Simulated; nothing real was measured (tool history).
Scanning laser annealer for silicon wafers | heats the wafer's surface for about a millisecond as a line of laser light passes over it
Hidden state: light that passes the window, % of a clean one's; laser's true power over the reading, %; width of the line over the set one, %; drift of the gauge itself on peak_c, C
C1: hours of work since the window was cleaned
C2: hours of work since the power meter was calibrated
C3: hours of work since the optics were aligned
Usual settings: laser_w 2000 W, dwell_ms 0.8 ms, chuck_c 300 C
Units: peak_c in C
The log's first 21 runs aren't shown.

Run 22, day 18.954: usual settings but dwell_ms 0.716 ms; C1 444; C2 761; C3 413. Result: peak_c 1007 C.
Run 23, day 20.092: usual settings but dwell_ms 0.716 ms, chuck_c 281 C; C1 457; C2 774; C3 426. Result: peak_c 985 C.
Run 24, day 21.067: usual settings but dwell_ms 0.716 ms, chuck_c 273 C; C1 469; C2 785; C3 437. Result: peak_c 980 C.
Run 25, day 21.754: usual settings but dwell_ms 0.716 ms, chuck_c 273 C; C1 477; C2 793; C3 445. Result: peak_c 977 C.
At day 21.975: laser's power meter calibrated.
Run 26, day 22.858: usual settings but dwell_ms 0.9 ms, chuck_c 339 C; C1 488; C2 10; C3 456. Result: peak_c 1117 C.
Run 27, day 23.45: usual settings but laser_w 1864 W, dwell_ms 0.9 ms, chuck_c 310 C; C1 495; C2 17; C3 463. Result: peak_c 1039 C.
Run 28, day 24.454: usual settings but laser_w 1864 W, dwell_ms 0.9 ms, chuck_c 310 C; C1 506; C2 28; C3 475. Result: peak_c 1036 C.
Run 29, day 24.992: usual settings but laser_w 2194 W, dwell_ms 0.989 ms, chuck_c 299 C; C1 512; C2 35; C3 481. Result: peak_c 1184 C.
At day 25.233: laser's power meter calibrated, once more.
Run 30, day 26.283: usual settings but laser_w 1845 W, dwell_ms 0.869 ms, chuck_c 272 C; C1 526; C2 12; C3 494. Result: peak_c 968 C.
Run 31, day 27.446: usual settings but laser_w 1845 W, dwell_ms 0.728 ms, chuck_c 272 C; C1 539; C2 25; C3 508. Result: peak_c 921 C.
Run 32, day 28.458: usual settings but laser_w 1845 W, dwell_ms 0.728 ms, chuck_c 272 C; C1 551; C2 37; C3 519. Result: peak_c 920 C.
Run 33, day 29.467: usual settings but laser_w 1845 W, dwell_ms 0.728 ms, chuck_c 272 C; C1 562; C2 49; C3 531. Result: peak_c 918 C.
Run 34, day 30.158: usual settings but laser_w 2101 W, dwell_ms 0.635 ms, chuck_c 316 C; C1 570; C2 57; C3 539. Result: peak_c 1005 C.
Run 35, day 31.112: usual settings but laser_w 1761 W, dwell_ms 0.642 ms; C1 581; C2 67; C3 550. Result: peak_c 888 C.
Run 36, day 32.275: usual settings but laser_w 1761 W, dwell_ms 0.642 ms; C1 594; C2 81; C3 563. Result: peak_c 887 C.
Run 37, day 32.842: usual settings but laser_w 2198 W, dwell_ms 0.623 ms, chuck_c 294 C; C1 601; C2 87; C3 569. Result: peak_c 1009 C.
Run 38, day 33.971: usual settings but chuck_c 322 C; C1 614; C2 100; C3 582. Result: peak_c 1051 C.
Run 39, day 35.146: usual settings but chuck_c 322 C; C1 627; C2 114; C3 596. Result: peak_c 1046 C.
Run 40, day 35.733: usual settings but chuck_c 265 C; C1 634; C2 120; C3 603. Result: peak_c 989 C.
Run 41, day 36.446: usual settings but dwell_ms 0.617 ms, chuck_c 269 C; C1 642; C2 129; C3 611. Result: peak_c 919 C.

Forecast each of these 4 alternatives for the next run:
Run A, day 36.954: usual settings but laser_w 1707 W; C1 648; C2 134; C3 617. Result: peak_c ?.
Run B, day 36.954: usual settings; C1 648; C2 134; C3 617. Result: peak_c ?.
Run C, day 36.954: usual settings but laser_w 1723 W, dwell_ms 0.617 ms, chuck_c 269 C; C1 648; C2 134; C3 617. Result: peak_c ?.
Run D, day 36.954: usual settings but dwell_ms 0.652 ms; C1 648; C2 134; C3 617. Result: peak_c ?.

run  peak_c
  A     925
  B    1024
  C     832
  D     967
Without the tool's hidden state the same runs would have given:
run  peak_c
  A     953
  B    1057
  C     857
  D     997
